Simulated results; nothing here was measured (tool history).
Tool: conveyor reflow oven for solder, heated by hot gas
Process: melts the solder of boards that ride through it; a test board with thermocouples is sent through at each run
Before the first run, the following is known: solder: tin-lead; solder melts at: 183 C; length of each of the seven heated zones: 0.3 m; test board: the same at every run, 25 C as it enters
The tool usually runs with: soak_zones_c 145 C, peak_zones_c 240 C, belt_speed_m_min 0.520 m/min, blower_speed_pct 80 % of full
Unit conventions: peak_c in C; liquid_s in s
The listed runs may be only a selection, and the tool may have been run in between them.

run   hour  soak_zones_c  peak_zones_c  belt_speed_m_min  blower_speed_pct  peak_c  liquid_s
  1    0.0           145           240             0.520                80   224.4      58.8
  2   10.8           145           240             0.520                80   224.4      58.2
  3   27.2           153           240             0.520                80   225.5      62.4
  4   43.3           153           240             0.520                80   225.7      62.6
  5   65.4           153           240             0.520                80   225.4      62.0
  6   75.5           153           240             0.520                80   225.8      63.0
  7   98.2           153           240             0.520                80   226.2      63.1
  8  118.6           153           240             0.520                80   225.5      62.2
  9  131.0           145           240             0.520                80   224.1      58.6
     141.2  -- flux residue cleaned out of gas plates and filters
 10  157.2           145           240             0.520                80   224.6      58.6
 11  172.9           154           240             0.520                80   225.7      62.7
 12  187.0           145           240             0.571                80   221.6      51.6
 13  206.5           145           240             0.571                80   221.1      51.4
 14  227.3           145           241             0.520                80   225.4      59.3
 15  249.3           145           241             0.520                80   225.3      58.7
 16  259.0           132           240             0.475                54   218.8      55.5
 17  272.7           159           244             0.452                50   227.8      76.0
 18  284.0           146           240             0.483                63   223.2      63.0
 19  296.7           146           240             0.483                63   223.3      62.8
 20  318.7           146           240             0.483                69   224.9      63.6
 21  331.4           146           240             0.483                69   224.5      63.9
 22  350.0           133           240             0.535                69   218.7      49.8
 23  372.2           157           249             0.535                69   231.5      64.8
 24  384.5           145           246             0.491                80   232.1      66.2
 25  397.7           144           236             0.491                85   223.3      61.4
 26  407.7           144           232             0.424                85   222.8      72.4
 27  425.3           144           232             0.424                85   223.0      72.0
 28  446.9           144           232             0.424                85   223.2      72.1
 29  467.7           145           233             0.530                80   217.8      54.1
 30  487.4           149           245             0.610                52   216.1      45.5

Branching from run 30: 5 alternative next runs. What would each branch give?
  A  502.0           145           240             0.520                70       ?         ?
  B  502.0           147           245             0.610                52       ?         ?
  C  502.0           132           240             0.520                77       ?         ?
  D  502.0           143           240             0.586                80       ?         ?
  E  502.0           144           245             0.610                52       ?         ?

run  peak_c  liquid_s
  A   222.6      57.1
  B   215.3      44.5
  C   221.8      53.1
  D   220.1      48.8
  E   214.6      42.0
Take away the tool's hidden state, keep each run's random variation, and the runs would have read:
run  peak_c  liquid_s
  A   222.6      57.1
  B   215.3      44.5
  C   221.8      53.1
  D   220.2      48.8
  E   214.6      42.0
